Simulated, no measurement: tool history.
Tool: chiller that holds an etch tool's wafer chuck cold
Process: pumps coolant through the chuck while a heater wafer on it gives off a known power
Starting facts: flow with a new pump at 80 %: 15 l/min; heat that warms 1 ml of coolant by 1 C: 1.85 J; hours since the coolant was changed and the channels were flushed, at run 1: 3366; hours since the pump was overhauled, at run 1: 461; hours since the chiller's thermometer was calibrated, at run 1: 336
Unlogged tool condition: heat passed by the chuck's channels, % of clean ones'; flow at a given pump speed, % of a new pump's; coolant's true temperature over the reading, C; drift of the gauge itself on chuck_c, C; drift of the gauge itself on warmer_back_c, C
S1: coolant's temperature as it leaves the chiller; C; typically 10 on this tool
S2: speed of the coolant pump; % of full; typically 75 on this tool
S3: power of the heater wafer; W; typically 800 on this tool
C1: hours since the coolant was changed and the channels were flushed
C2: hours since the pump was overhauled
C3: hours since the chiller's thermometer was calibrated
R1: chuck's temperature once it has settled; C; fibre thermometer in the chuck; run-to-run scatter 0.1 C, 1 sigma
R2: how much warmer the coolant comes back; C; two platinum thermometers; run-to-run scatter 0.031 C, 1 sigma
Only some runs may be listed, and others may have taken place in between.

Run 1, hour 0.0: usual settings; C1 3366; C2 461; C3 336. Result: R1 16.6 C, R2 1.85 C.
Run 2, hour 61.3: usual settings but S2 78 % of full; C1 3427; C2 522; C3 397. Result: R1 16.3 C, R2 1.83 C.
Run 3, hour 120.2: usual settings but S2 95 % of full; C1 3486; C2 581; C3 456. Result: R1 15.5 C, R2 1.43 C.
Run 4, hour 183.2: usual settings but S2 95 % of full; C1 3549; C2 644; C3 519. Result: R1 15.7 C, R2 1.49 C.
Run 5, hour 234.6: usual settings but S1 11 C; C1 3601; C2 696; C3 570. Result: R1 17.5 C, R2 1.89 C.
Run 6, hour 287.7: usual settings but S1 11 C; C1 3654; C2 749; C3 624. Result: R1 17.5 C, R2 1.88 C.
Run 7, hour 331.6: usual settings but S1 11 C; C1 3698; C2 793; C3 668. Result: R1 17.5 C, R2 1.85 C.
Run 8, hour 391.5: usual settings but S3 738 W; C1 3757; C2 852; C3 727. Result: R1 16.0 C, R2 1.74 C.
Run 9, hour 421.9: usual settings but S3 738 W; C1 3788; C2 883; C3 758. Result: R1 16.2 C, R2 1.77 C.
Run 10, hour 476.9: usual settings but S3 738 W; C1 3843; C2 938; C3 813. Result: R1 16.3 C, R2 1.72 C.
Run 11, hour 535.1: usual settings but S3 738 W; C1 3901; C2 996; C3 871. Result: R1 16.0 C, R2 1.71 C.
Run 12, hour 596.9: usual settings but S3 738 W; C1 3963; C2 1058; C3 933. Result: R1 16.2 C, R2 1.76 C.
At hour 605.6: coolant pump overhauled.
Run 13, hour 654.4: usual settings but S3 945 W; C1 4015; C2 49; C3 985. Result: R1 18.0 C, R2 2.23 C.
Run 14, hour 692.5: usual settings but S1 16 C, S2 61 % of full, S3 1082 W; C1 4053; C2 87; C3 1023. Result: R1 26.6 C, R2 3.22 C.
Run 15, hour 743.4: usual settings but S1 14 C, S2 81 % of full, S3 422 W; C1 4104; C2 138; C3 1074. Result: R1 17.3 C, R2 0.92 C.
Run 16, hour 774.6: usual settings but S3 812 W; C1 4136; C2 169; C3 1105. Result: R1 16.8 C, R2 1.84 C.
Run 17, hour 818.3: usual settings but S1 6 C, S2 85 % of full, S3 812 W; C1 4179; C2 213; C3 1149. Result: R1 12.4 C, R2 1.65 C.
Run 18, hour 879.9: usual settings but S1 16 C, S2 85 % of full, S3 1092 W; C1 4241; C2 274; C3 1211. Result: R1 24.5 C, R2 2.29 C.
Run 19, hour 908.2: usual settings but S1 16 C, S2 85 % of full, S3 683 W; C1 4269; C2 303; C3 1239. Result: R1 21.4 C, R2 1.37 C.
Run 20, hour 958.9: usual settings but S1 7 C, S2 61 % of full, S3 1014 W; C1 4320; C2 353; C3 1290. Result: R1 17.0 C, R2 2.98 C.
At hour 1011.1: coolant pump overhauled, once more.
Run 21, hour 1024.9: usual settings but S1 7 C, S2 61 % of full, S3 1014 W; C1 4381; C2 14; C3 1351. Result: R1 17.0 C, R2 2.97 C.
Run 22, hour 1083.0: usual settings but S2 98 % of full, S3 745 W; C1 4439; C2 72; C3 1409. Result: R1 15.3 C, R2 1.31 C.
Run 23, hour 1129.3: usual settings but S2 67 % of full, S3 745 W; C1 4485; C2 118; C3 1455. Result: R1 16.7 C, R2 1.94 C.
Run 24, hour 1160.2: usual settings but S2 67 % of full, S3 745 W; C1 4516; C2 149; C3 1486. Result: R1 16.8 C, R2 2.00 C.
Run 25, hour 1204.8: usual settings but S1 18 C, S3 907 W; C1 4561; C2 194; C3 1531. Result: R1 25.8 C, R2 2.09 C.
Run 26, hour 1246.5: usual settings but S1 18 C, S3 907 W; C1 4603; C2 235; C3 1572. Result: R1 25.8 C, R2 2.12 C.

Each row is a separate what-if for the run after 26, all from the same tool condition, not one after another. Results?
Run A, hour 1307.4: usual settings but S1 17 C, S2 85 % of full, S3 672 W; C1 4663; C2 296; C3 1633. Result: R1 ?, R2 ?.
Run B, hour 1307.4: usual settings but S1 9 C, S2 89 % of full, S3 907 W; C1 4663; C2 296; C3 1633. Result: R1 ?, R2 ?.
Run C, hour 1307.4: usual settings but S1 5 C, S2 80 % of full, S3 403 W; C1 4663; C2 296; C3 1633. Result: R1 ?, R2 ?.
Run D, hour 1307.4: usual settings but S1 18 C, S2 69 % of full, S3 907 W; C1 4663; C2 296; C3 1633. Result: R1 ?, R2 ?.
Run E, hour 1307.4: usual settings but S1 12 C; C1 4663; C2 296; C3 1633. Result: R1 ?, R2 ?.

run    R1    R2
  A  22.2  1.37
  B  16.0  1.74
  C   8.3  0.86
  D  26.3  2.33
  E  18.9  1.86
Had the tool no hidden state, the same runs would have come out as:
run    R1    R2
  A  21.3  1.36
  B  14.8  1.73
  C   7.8  0.85
  D  25.0  2.32
  E  17.8  1.85
